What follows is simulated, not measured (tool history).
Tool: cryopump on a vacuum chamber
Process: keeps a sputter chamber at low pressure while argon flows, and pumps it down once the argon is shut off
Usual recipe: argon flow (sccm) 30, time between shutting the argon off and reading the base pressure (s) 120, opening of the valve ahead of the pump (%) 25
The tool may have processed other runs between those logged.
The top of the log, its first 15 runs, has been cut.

run   hour  argon flow (sccm)  time between shutting the argon off and reading the base pressure (s)  opening of the valve ahead of the pump (%)  pressure while argon flows (Pa)  pressure after the wait (uPa)
 16  354.3                 30                                                                    163                                          25                           0.1998                           4.04
 17  379.6                 30                                                                    120                                          54                           0.0968                           4.23
 18  399.3                 30                                                                    120                                          54                           0.0971                            4.2
 19  429.4                 30                                                                    120                                          54                           0.0966                           4.41
 20  450.8                 55                                                                    257                                          54                            0.179                           3.77
 21  464.5                 30                                                                     82                                          25                           0.1994                           4.82
 22  490.2                 46                                                                     35                                          44                           0.1799                           6.55
 23  519.2                 14                                                                     31                                          17                           0.1353                           7.06
 24  531.8                 30                                                                    120                                          25                           0.2007                           4.55
 25  560.1                 30                                                                    169                                          34                            0.151                           4.31
 26  572.2                 20                                                                    213                                          34                           0.1013                           4.08
 27  594.8                 13                                                                    236                                          25                           0.0876                            4.1
 28  613.4                 13                                                                    236                                          28                           0.0783                           4.02
 29  634.6                 30                                                                     70                                          42                           0.1253                           5.21
 30  650.7                 54                                                                     53                                          42                           0.2243                           5.73
 31  677.6                 21                                                                     45                                          25                           0.1407                           6.21
 32  695.2                 21                                                                     46                                          25                           0.1408                            6.3
 33    720                 50                                                                     46                                          25                           0.3352                           6.21
 34  740.2                 50                                                                     46                                          25                            0.337                           6.05

Below are 3 alternative next runs, each starting from the tool's condition after run 34. Predict each:
  A  770.1                 15                                                                     36                                          58                                ?                              ?
  B  770.1                 19                                                                     46                                          22                                ?                              ?
  C  770.1                 23                                                                     94                                          42                                ?                              ?

run  pressure while argon flows (Pa)  pressure after the wait (uPa)
  A                            0.047                           6.59
  B                           0.1448                           6.37
  C                           0.0964                           4.85
With no hidden state in the tool, these same runs would have given:
run  pressure while argon flows (Pa)  pressure after the wait (uPa)
  A                           0.0409                           3.13
  B                           0.1371                           2.67
  C                           0.0871                           1.36

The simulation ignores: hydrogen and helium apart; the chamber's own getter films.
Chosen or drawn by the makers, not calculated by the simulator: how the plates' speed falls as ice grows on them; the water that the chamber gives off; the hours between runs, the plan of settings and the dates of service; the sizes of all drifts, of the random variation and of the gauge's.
